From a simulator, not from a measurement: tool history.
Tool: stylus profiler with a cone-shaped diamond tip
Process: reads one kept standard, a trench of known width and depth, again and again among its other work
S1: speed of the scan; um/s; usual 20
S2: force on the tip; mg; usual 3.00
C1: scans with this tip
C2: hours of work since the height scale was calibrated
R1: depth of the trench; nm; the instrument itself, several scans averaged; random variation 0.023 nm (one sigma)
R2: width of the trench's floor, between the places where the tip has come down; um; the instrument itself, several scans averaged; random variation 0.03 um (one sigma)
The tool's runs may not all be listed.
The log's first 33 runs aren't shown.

| run | hour | S1 | S2 | C1 | C2 | R1 | R2 |
|---|---|---|---|---|---|---|---|
| 34 | 598.3 | 43 | 3.00 | 9572 | 1143 | 100.72 | 27.87 |
| 35 | 616.3 | 43 | 3.00 | 9677 | 1156 | 100.65 | 27.83 |
| 36 | 639.8 | 37 | 1.35 | 9814 | 1172 | 100.40 | 27.75 |
| 37 | 651.6 | 79 | 1.85 | 9883 | 1180 | 100.50 | 27.60 |
| 38 | 675.0 | 34 | 8.40 | 10019 | 1196 | 101.34 | 27.89 |
| 39 | 689.7 | 18 | 5.26 | 10105 | 1207 | 100.99 | 27.96 |
| 40 | 703.5 | 18 | 5.26 | 10186 | 1216 | 101.02 | 27.91 |
| 41 | 721.7 | 57 | 3.63 | 10292 | 1229 | 100.76 | 27.82 |
| 42 | 733.9 | 22 | 2.42 | 10363 | 1237 | 100.57 | 27.93 |
| 43 | 753.7 | 22 | 2.42 | 10479 | 1251 | 100.65 | 27.91 |
| 44 | 768.3 | 23 | 1.06 | 10564 | 1261 | 100.36 | 27.85 |
| 45 | 782.0 | 18 | 1.20 | 10644 | 1271 | 100.34 | 27.90 |

4 ways to go on from here, each from the tool as it stands after run 45. What would each give?
| A | 801.8 | 18 | 4.03 | 10759 | 1285 | ? | ? |
| B | 801.8 | 64 | 4.28 | 10759 | 1285 | ? | ? |
| C | 801.8 | 18 | 2.01 | 10759 | 1285 | ? | ? |
| D | 801.8 | 64 | 1.55 | 10759 | 1285 | ? | ? |

| run | R1 | R2 |
|---|---|---|
| A | 100.83 | 27.88 |
| B | 100.89 | 27.78 |
| C | 100.51 | 27.95 |
| D | 100.38 | 27.64 |
Without the tool's hidden state the same runs would have given:
| run | R1 | R2 |
|---|---|---|
| A | 100.84 | 27.89 |
| B | 100.89 | 27.79 |
| C | 100.52 | 27.96 |
| D | 100.38 | 27.65 |

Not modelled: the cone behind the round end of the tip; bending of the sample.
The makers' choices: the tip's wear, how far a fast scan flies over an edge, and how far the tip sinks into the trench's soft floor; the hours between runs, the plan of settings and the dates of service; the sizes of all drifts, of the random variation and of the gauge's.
